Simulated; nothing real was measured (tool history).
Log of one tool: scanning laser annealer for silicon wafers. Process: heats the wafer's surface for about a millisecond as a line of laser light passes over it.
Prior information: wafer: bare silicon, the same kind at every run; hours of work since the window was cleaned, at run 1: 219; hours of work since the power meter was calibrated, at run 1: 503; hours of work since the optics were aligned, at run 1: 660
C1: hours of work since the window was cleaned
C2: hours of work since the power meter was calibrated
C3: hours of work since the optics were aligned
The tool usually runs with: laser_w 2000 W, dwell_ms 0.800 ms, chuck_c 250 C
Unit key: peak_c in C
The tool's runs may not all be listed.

run 1 day=0.000 | laser_w=2000 dwell_ms=0.800 chuck_c=250 | C1=219 C2=503 C3=660 | peak_c=1016
run 2 day=1.162 | laser_w=2000 dwell_ms=0.800 chuck_c=250 | C1=239 C2=523 C3=680 | peak_c=1015
run 3 day=2.371 | laser_w=2000 dwell_ms=0.800 chuck_c=250 | C1=260 C2=544 C3=701 | peak_c=1014
run 4 day=3.442 | laser_w=2000 dwell_ms=0.800 chuck_c=250 | C1=278 C2=562 C3=719 | peak_c=1014
run 5 day=5.088 | laser_w=2000 dwell_ms=0.800 chuck_c=250 | C1=306 C2=591 C3=748 | peak_c=1010
run 6 day=6.967 | laser_w=1842 dwell_ms=0.800 chuck_c=250 | C1=339 C2=623 C3=780 | peak_c=939
run 7 day=8.821 | laser_w=2033 dwell_ms=0.800 chuck_c=250 | C1=371 C2=655 C3=812 | peak_c=1024
run 8 day=10.275 | laser_w=2033 dwell_ms=0.800 chuck_c=250 | C1=396 C2=680 C3=837 | peak_c=1020
run 9 day=12.117 | laser_w=2100 dwell_ms=0.800 chuck_c=250 | C1=427 C2=712 C3=869 | peak_c=1050
run 10 day=13.154 | laser_w=2000 dwell_ms=0.800 chuck_c=250 | C1=445 C2=730 C3=887 | peak_c=1004
run 11 day=15.121 | laser_w=2000 dwell_ms=0.800 chuck_c=227 | C1=479 C2=763 C3=920 | peak_c=975
run 12 day=17.029 | laser_w=2000 dwell_ms=0.807 chuck_c=227 | C1=512 C2=796 C3=953 | peak_c=983
-- day=17.442 window over the wafer cleaned
run 13 day=18.917 | laser_w=2000 dwell_ms=0.831 chuck_c=227 | C1=25 C2=827 C3=984 | peak_c=1008
run 14 day=20.138 | laser_w=2000 dwell_ms=0.831 chuck_c=227 | C1=46 C2=848 C3=1005 | peak_c=1009
run 15 day=21.604 | laser_w=2000 dwell_ms=0.628 chuck_c=250 | C1=72 C2=874 C3=1031 | peak_c=930
run 16 day=23.683 | laser_w=2000 dwell_ms=0.800 chuck_c=250 | C1=107 C2=909 C3=1066 | peak_c=1012
run 17 day=24.625 | laser_w=1756 dwell_ms=0.976 chuck_c=250 | C1=124 C2=926 C3=1083 | peak_c=967
run 18 day=26.800 | laser_w=2194 dwell_ms=0.595 chuck_c=250 | C1=161 C2=963 C3=1120 | peak_c=986
run 19 day=28.600 | laser_w=2194 dwell_ms=0.595 chuck_c=279 | C1=192 C2=994 C3=1151 | peak_c=1017
run 20 day=30.212 | laser_w=2194 dwell_ms=0.595 chuck_c=279 | C1=220 C2=1022 C3=1179 | peak_c=1013
run 21 day=31.900 | laser_w=2049 dwell_ms=0.800 chuck_c=283 | C1=249 C2=1051 C3=1208 | peak_c=1059
run 22 day=34.154 | laser_w=2000 dwell_ms=0.931 chuck_c=250 | C1=288 C2=1090 C3=1247 | peak_c=1062
run 23 day=35.750 | laser_w=2000 dwell_ms=0.937 chuck_c=250 | C1=315 C2=1117 C3=1274 | peak_c=1063
run 24 day=38.025 | laser_w=2000 dwell_ms=0.937 chuck_c=250 | C1=354 C2=1156 C3=1313 | peak_c=1061
run 25 day=39.904 | laser_w=2000 dwell_ms=0.937 chuck_c=250 | C1=387 C2=1188 C3=1346 | peak_c=1057
run 26 day=41.654 | laser_w=2043 dwell_ms=0.800 chuck_c=290 | C1=417 C2=1219 C3=1376 | peak_c=1054
run 27 day=43.362 | laser_w=2043 dwell_ms=0.800 chuck_c=290 | C1=446 C2=1248 C3=1405 | peak_c=1055
run 28 day=45.325 | laser_w=1937 dwell_ms=0.800 chuck_c=290 | C1=480 C2=1282 C3=1439 | peak_c=1006
-- day=47.546 window over the wafer cleaned
run 29 day=47.546 | laser_w=1747 dwell_ms=0.707 chuck_c=285 | C1=0 C2=1319 C3=1476 | peak_c=892
run 30 day=49.175 | laser_w=1747 dwell_ms=0.707 chuck_c=285 | C1=28 C2=1347 C3=1504 | peak_c=892
run 31 day=50.475 | laser_w=1747 dwell_ms=0.707 chuck_c=285 | C1=50 C2=1369 C3=1526 | peak_c=892

What if the next run were any one of these 3? Each begins from the tool's condition after run 31:
run A day=52.379 | laser_w=1703 dwell_ms=0.651 chuck_c=224 | C1=83 C2=1402 C3=1559 | peak_c=?
run B day=52.379 | laser_w=1823 dwell_ms=0.800 chuck_c=215 | C1=83 C2=1402 C3=1559 | peak_c=?
run C day=52.379 | laser_w=1955 dwell_ms=0.601 chuck_c=260 | C1=83 C2=1402 C3=1559 | peak_c=?

run=A peak_c=786
run=B peak_c=891
run=C peak_c=901
With the hidden condition removed and each run's random variation left untouched, the same runs would have given:
run=A peak_c=807
run=B peak_c=917
run=C peak_c=925
